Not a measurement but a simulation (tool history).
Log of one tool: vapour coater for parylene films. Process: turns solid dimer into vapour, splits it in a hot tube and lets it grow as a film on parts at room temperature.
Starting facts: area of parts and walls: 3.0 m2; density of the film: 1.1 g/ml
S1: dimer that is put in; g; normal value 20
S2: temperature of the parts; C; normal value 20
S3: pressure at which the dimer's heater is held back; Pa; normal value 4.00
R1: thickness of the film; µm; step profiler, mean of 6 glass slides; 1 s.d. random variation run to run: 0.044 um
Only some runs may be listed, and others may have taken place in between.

run   hour  S1  S2    S3    R1
  1    0.0  20  20  4.00  4.90
  2   12.7  20  20  4.00  4.90
  3   30.6  20  20  4.00  4.95
  4   62.1  20  20  4.00  4.91
  5   75.0  20  20  4.00  4.90
  6   91.6  20  20  4.00  4.93
  7  120.5  20  20  2.65  5.15
  8  145.1  20  26  4.00  4.42
  9  158.1  20  13  4.00  5.44
     164.7  -- trap's valve overhauled
 10  185.4  22  20  4.00  5.46
 11  214.6  24  30  4.00  5.00
 12  233.8  16  22  6.88  3.49
 13  248.2  16  27  6.88  3.30
 14  273.7  16  27  6.88  3.29
 15  294.9  27  14  3.88  7.33
 16  309.0  20  15  4.00  5.36
 17  335.1  20  15  2.87  5.57

Here are 3 independent what-if runs from the current tool condition. What would each one return?
  A  363.9  14  17  6.45   ?
  B  363.9  12  12  6.17   ?
  C  363.9  20  22  2.64   ?

run    R1
  A  3.43
  B  3.15
  C  4.96
Without the tool's unlogged condition, the same runs would have read:
run    R1
  A  3.43
  B  3.15
  C  4.96
